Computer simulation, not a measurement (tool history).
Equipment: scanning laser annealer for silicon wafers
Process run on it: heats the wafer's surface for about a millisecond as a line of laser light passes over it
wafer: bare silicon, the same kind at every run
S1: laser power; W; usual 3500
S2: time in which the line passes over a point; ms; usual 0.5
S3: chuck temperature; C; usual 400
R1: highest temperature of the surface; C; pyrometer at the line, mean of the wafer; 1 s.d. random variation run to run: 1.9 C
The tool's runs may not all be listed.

{"run": 1, "day": 0.0, "S1": 3500, "S2": 0.5, "S3": 400, "R1": 1094}
{"run": 2, "day": 1.038, "S1": 3500, "S2": 0.5, "S3": 400, "R1": 1091}
{"run": 3, "day": 1.612, "S1": 3500, "S2": 0.5, "S3": 400, "R1": 1094}
{"run": 4, "day": 2.758, "S1": 3500, "S2": 0.5, "S3": 400, "R1": 1093}
{"run": 5, "day": 3.883, "S1": 3500, "S2": 0.5, "S3": 400, "R1": 1092}
{"run": 6, "day": 4.425, "S1": 3500, "S2": 0.47, "S3": 400, "R1": 1072}
{"run": 7, "day": 5.171, "S1": 3500, "S2": 0.527, "S3": 400, "R1": 1107}
{"run": 8, "day": 5.788, "S1": 3500, "S2": 0.5, "S3": 400, "R1": 1091}
{"run": 9, "day": 6.512, "S1": 3500, "S2": 0.5, "S3": 400, "R1": 1088}
{"run": 10, "day": 7.662, "S1": 3500, "S2": 0.5, "S3": 400, "R1": 1086}
{"run": 11, "day": 8.329, "S1": 3500, "S2": 0.5, "S3": 400, "R1": 1089}
{"run": 12, "day": 9.404, "S1": 3500, "S2": 0.5, "S3": 400, "R1": 1089}
{"run": 13, "day": 10.104, "S1": 3500, "S2": 0.409, "S3": 400, "R1": 1027}
{"run": 14, "day": 10.842, "S1": 3172, "S2": 0.413, "S3": 418, "R1": 970}
{"run": 15, "day": 11.762, "S1": 3745, "S2": 0.413, "S3": 385, "R1": 1076}
{"run": 16, "day": 12.771, "S1": 3394, "S2": 0.445, "S3": 382, "R1": 1004}
{"day": 12.988, "done": "laser's power meter calibrated"}
{"run": 17, "day": 14.004, "S1": 3411, "S2": 0.399, "S3": 400, "R1": 995}
{"run": 18, "day": 15.017, "S1": 3411, "S2": 0.399, "S3": 400, "R1": 991}
{"run": 19, "day": 15.504, "S1": 3411, "S2": 0.399, "S3": 400, "R1": 993}
{"run": 20, "day": 16.004, "S1": 2978, "S2": 0.5, "S3": 400, "R1": 946}
{"run": 21, "day": 16.817, "S1": 2978, "S2": 0.5, "S3": 400, "R1": 949}
{"run": 22, "day": 17.483, "S1": 2978, "S2": 0.5, "S3": 400, "R1": 945}
{"day": 18.458, "done": "laser's power meter calibrated, once more"}
{"run": 23, "day": 18.583, "S1": 3837, "S2": 0.504, "S3": 418, "R1": 1189}
{"run": 24, "day": 19.621, "S1": 3324, "S2": 0.435, "S3": 416, "R1": 1009}
{"run": 25, "day": 20.367, "S1": 3493, "S2": 0.602, "S3": 418, "R1": 1155}
{"day": 21.108, "done": "optics aligned, line set to its width"}
{"run": 26, "day": 21.525, "S1": 3493, "S2": 0.602, "S3": 418, "R1": 1182}

What if the next run were any one of these 4? Each begins from the tool's condition after run 26:
{"run": "A", "day": 22.571, "S1": 3493, "S2": 0.396, "S3": 390, "R1": "?"}
{"run": "B", "day": 22.571, "S1": 3493, "S2": 0.43, "S3": 418, "R1": "?"}
{"run": "C", "day": 22.571, "S1": 3343, "S2": 0.352, "S3": 418, "R1": "?"}
{"run": "D", "day": 22.571, "S1": 3123, "S2": 0.5, "S3": 400, "R1": "?"}

run=A R1=1021
run=B R1=1074
run=C R1=985
run=D R1=1001
What these runs would have given with no unlogged condition in the tool:
run=A R1=1040
run=B R1=1094
run=C R1=1002
run=D R1=1019
